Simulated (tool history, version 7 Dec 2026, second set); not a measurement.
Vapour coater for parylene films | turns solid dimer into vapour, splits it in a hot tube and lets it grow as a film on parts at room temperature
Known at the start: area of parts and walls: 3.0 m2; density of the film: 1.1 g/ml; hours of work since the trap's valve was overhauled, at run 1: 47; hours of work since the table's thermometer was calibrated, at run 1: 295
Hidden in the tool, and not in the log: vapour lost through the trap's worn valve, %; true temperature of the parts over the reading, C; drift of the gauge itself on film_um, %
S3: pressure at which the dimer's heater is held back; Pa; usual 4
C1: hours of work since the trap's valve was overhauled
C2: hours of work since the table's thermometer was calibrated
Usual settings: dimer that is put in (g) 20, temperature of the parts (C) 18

run 1 hour=0 | dimer_that_is_put_in_(g)=20 temperature_of_the_parts_(C)=18 S3=4 | C1=47 C2=295 | thickness_of_the_film_(um)=3.31
run 2 hour=15.8 | dimer_that_is_put_in_(g)=20 temperature_of_the_parts_(C)=18 S3=4 | C1=61 C2=310 | thickness_of_the_film_(um)=3.34
run 3 hour=31.9 | dimer_that_is_put_in_(g)=20 temperature_of_the_parts_(C)=18 S3=4 | C1=75 C2=324 | thickness_of_the_film_(um)=3.34
run 4 hour=40.4 | dimer_that_is_put_in_(g)=20 temperature_of_the_parts_(C)=18 S3=3.62 | C1=83 C2=332 | thickness_of_the_film_(um)=3.43
run 5 hour=48.3 | dimer_that_is_put_in_(g)=20 temperature_of_the_parts_(C)=18 S3=4 | C1=90 C2=339 | thickness_of_the_film_(um)=3.34
run 6 hour=59.8 | dimer_that_is_put_in_(g)=20 temperature_of_the_parts_(C)=18 S3=4 | C1=100 C2=349 | thickness_of_the_film_(um)=3.33
run 7 hour=67 | dimer_that_is_put_in_(g)=20 temperature_of_the_parts_(C)=18 S3=4 | C1=107 C2=356 | thickness_of_the_film_(um)=3.36
run 8 hour=76.1 | dimer_that_is_put_in_(g)=28 temperature_of_the_parts_(C)=18 S3=4 | C1=115 C2=364 | thickness_of_the_film_(um)=4.63
run 9 hour=88.5 | dimer_that_is_put_in_(g)=28 temperature_of_the_parts_(C)=18 S3=4 | C1=126 C2=375 | thickness_of_the_film_(um)=4.68
run 10 hour=104.2 | dimer_that_is_put_in_(g)=28 temperature_of_the_parts_(C)=18 S3=4 | C1=140 C2=389 | thickness_of_the_film_(um)=4.71
run 11 hour=118.3 | dimer_that_is_put_in_(g)=28 temperature_of_the_parts_(C)=18 S3=4 | C1=153 C2=402 | thickness_of_the_film_(um)=4.69
run 12 hour=131.6 | dimer_that_is_put_in_(g)=28 temperature_of_the_parts_(C)=18 S3=6.95 | C1=165 C2=414 | thickness_of_the_film_(um)=4.17
run 13 hour=143.7 | dimer_that_is_put_in_(g)=28 temperature_of_the_parts_(C)=18 S3=6.95 | C1=176 C2=425 | thickness_of_the_film_(um)=4.12
run 14 hour=160.1 | dimer_that_is_put_in_(g)=20 temperature_of_the_parts_(C)=18 S3=4 | C1=191 C2=440 | thickness_of_the_film_(um)=3.37
run 15 hour=168.6 | dimer_that_is_put_in_(g)=20 temperature_of_the_parts_(C)=18 S3=4 | C1=198 C2=447 | thickness_of_the_film_(um)=3.42
run 16 hour=185.7 | dimer_that_is_put_in_(g)=20 temperature_of_the_parts_(C)=18 S3=4 | C1=214 C2=463 | thickness_of_the_film_(um)=3.35
run 17 hour=196 | dimer_that_is_put_in_(g)=20 temperature_of_the_parts_(C)=17 S3=4 | C1=223 C2=472 | thickness_of_the_film_(um)=3.44
run 18 hour=205.1 | dimer_that_is_put_in_(g)=20 temperature_of_the_parts_(C)=17 S3=4 | C1=231 C2=480 | thickness_of_the_film_(um)=3.4
run 19 hour=215.1 | dimer_that_is_put_in_(g)=20 temperature_of_the_parts_(C)=23 S3=4 | C1=240 C2=489 | thickness_of_the_film_(um)=2.94
run 20 hour=226.8 | dimer_that_is_put_in_(g)=20 temperature_of_the_parts_(C)=18 S3=4 | C1=251 C2=499 | thickness_of_the_film_(um)=3.36
run 21 hour=236 | dimer_that_is_put_in_(g)=20 temperature_of_the_parts_(C)=18 S3=4 | C1=259 C2=508 | thickness_of_the_film_(um)=3.36
run 22 hour=249 | dimer_that_is_put_in_(g)=20 temperature_of_the_parts_(C)=18 S3=11.57 | C1=271 C2=519 | thickness_of_the_film_(um)=2.61
run 23 hour=265.3 | dimer_that_is_put_in_(g)=20 temperature_of_the_parts_(C)=18 S3=11.57 | C1=285 C2=534 | thickness_of_the_film_(um)=2.64
run 24 hour=275.7 | dimer_that_is_put_in_(g)=16 temperature_of_the_parts_(C)=18 S3=4 | C1=295 C2=543 | thickness_of_the_film_(um)=2.68
run 25 hour=286.3 | dimer_that_is_put_in_(g)=20 temperature_of_the_parts_(C)=18 S3=11.1 | C1=304 C2=553 | thickness_of_the_film_(um)=2.69
run 26 hour=301.9 | dimer_that_is_put_in_(g)=20 temperature_of_the_parts_(C)=18 S3=11.1 | C1=318 C2=567 | thickness_of_the_film_(um)=2.61
run 27 hour=309.1 | dimer_that_is_put_in_(g)=20 temperature_of_the_parts_(C)=21 S3=4 | C1=325 C2=574 | thickness_of_the_film_(um)=3.07
run 28 hour=316.2 | dimer_that_is_put_in_(g)=20 temperature_of_the_parts_(C)=14 S3=5.92 | C1=331 C2=580 | thickness_of_the_film_(um)=3.45
run 29 hour=329 | dimer_that_is_put_in_(g)=33 temperature_of_the_parts_(C)=18 S3=2.06 | C1=343 C2=591 | thickness_of_the_film_(um)=6.48
run 30 hour=336.8 | dimer_that_is_put_in_(g)=33 temperature_of_the_parts_(C)=11 S3=5 | C1=350 C2=598 | thickness_of_the_film_(um)=6.43
run 31 hour=349.7 | dimer_that_is_put_in_(g)=18 temperature_of_the_parts_(C)=11 S3=5 | C1=361 C2=610 | thickness_of_the_film_(um)=3.46
run 32 hour=364 | dimer_that_is_put_in_(g)=20 temperature_of_the_parts_(C)=13 S3=4 | C1=374 C2=623 | thickness_of_the_film_(um)=3.95
-- hour=374.2 trap's valve overhauled
run 33 hour=382.3 | dimer_that_is_put_in_(g)=31 temperature_of_the_parts_(C)=18 S3=4 | C1=7 C2=636 | thickness_of_the_film_(um)=5.21
run 34 hour=394.2 | dimer_that_is_put_in_(g)=19 temperature_of_the_parts_(C)=17 S3=2.84 | C1=18 C2=647 | thickness_of_the_film_(um)=3.54
run 35 hour=410.8 | dimer_that_is_put_in_(g)=31 temperature_of_the_parts_(C)=27 S3=6.65 | C1=33 C2=661 | thickness_of_the_film_(um)=3.61
run 36 hour=427.3 | dimer_that_is_put_in_(g)=25 temperature_of_the_parts_(C)=15 S3=6.22 | C1=48 C2=676 | thickness_of_the_film_(um)=4.06
run 37 hour=439.7 | dimer_that_is_put_in_(g)=13 temperature_of_the_parts_(C)=15 S3=6.22 | C1=59 C2=687 | thickness_of_the_film_(um)=2.17
run 38 hour=446.6 | dimer_that_is_put_in_(g)=20 temperature_of_the_parts_(C)=18 S3=2.64 | C1=65 C2=694 | thickness_of_the_film_(um)=3.76
run 39 hour=456.7 | dimer_that_is_put_in_(g)=20 temperature_of_the_parts_(C)=18 S3=2.64 | C1=74 C2=703 | thickness_of_the_film_(um)=3.71
run 40 hour=464.1 | dimer_that_is_put_in_(g)=36 temperature_of_the_parts_(C)=26 S3=4 | C1=81 C2=709 | thickness_of_the_film_(um)=4.85
run 41 hour=475.5 | dimer_that_is_put_in_(g)=36 temperature_of_the_parts_(C)=26 S3=4 | C1=91 C2=720 | thickness_of_the_film_(um)=4.75
run 42 hour=487.1 | dimer_that_is_put_in_(g)=10 temperature_of_the_parts_(C)=22 S3=4.93 | C1=102 C2=730 | thickness_of_the_film_(um)=1.44
run 43 hour=500.9 | dimer_that_is_put_in_(g)=14 temperature_of_the_parts_(C)=19 S3=4.77 | C1=114 C2=743 | thickness_of_the_film_(um)=2.2
run 44 hour=514.7 | dimer_that_is_put_in_(g)=17 temperature_of_the_parts_(C)=12 S3=4.18 | C1=126 C2=755 | thickness_of_the_film_(um)=3.32
run 45 hour=524.6 | dimer_that_is_put_in_(g)=10 temperature_of_the_parts_(C)=17 S3=4.31 | C1=135 C2=764 | thickness_of_the_film_(um)=1.65
run 46 hour=536.1 | dimer_that_is_put_in_(g)=10 temperature_of_the_parts_(C)=17 S3=4.31 | C1=146 C2=774 | thickness_of_the_film_(um)=1.65
run 47 hour=551.3 | dimer_that_is_put_in_(g)=14 temperature_of_the_parts_(C)=23 S3=4 | C1=159 C2=788 | thickness_of_the_film_(um)=2.06
run 48 hour=566.4 | dimer_that_is_put_in_(g)=23 temperature_of_the_parts_(C)=18 S3=4 | C1=173 C2=802 | thickness_of_the_film_(um)=3.81

3 ways to go on from here, each from the tool as it stands after run 48. What would each give?
run A hour=583.6 | dimer_that_is_put_in_(g)=13 temperature_of_the_parts_(C)=26 S3=6.16 | C1=188 C2=817 | thickness_of_the_film_(um)=?
run B hour=583.6 | dimer_that_is_put_in_(g)=36 temperature_of_the_parts_(C)=11 S3=4 | C1=188 C2=817 | thickness_of_the_film_(um)=?
run C hour=583.6 | dimer_that_is_put_in_(g)=20 temperature_of_the_parts_(C)=16 S3=4 | C1=188 C2=817 | thickness_of_the_film_(um)=?

run=A thickness_of_the_film_(um)=1.56
run=B thickness_of_the_film_(um)=7.4
run=C thickness_of_the_film_(um)=3.56
Without the tool's hidden state the same runs would have given:
run=A thickness_of_the_film_(um)=1.57
run=B thickness_of_the_film_(um)=7.43
run=C thickness_of_the_film_(um)=3.58

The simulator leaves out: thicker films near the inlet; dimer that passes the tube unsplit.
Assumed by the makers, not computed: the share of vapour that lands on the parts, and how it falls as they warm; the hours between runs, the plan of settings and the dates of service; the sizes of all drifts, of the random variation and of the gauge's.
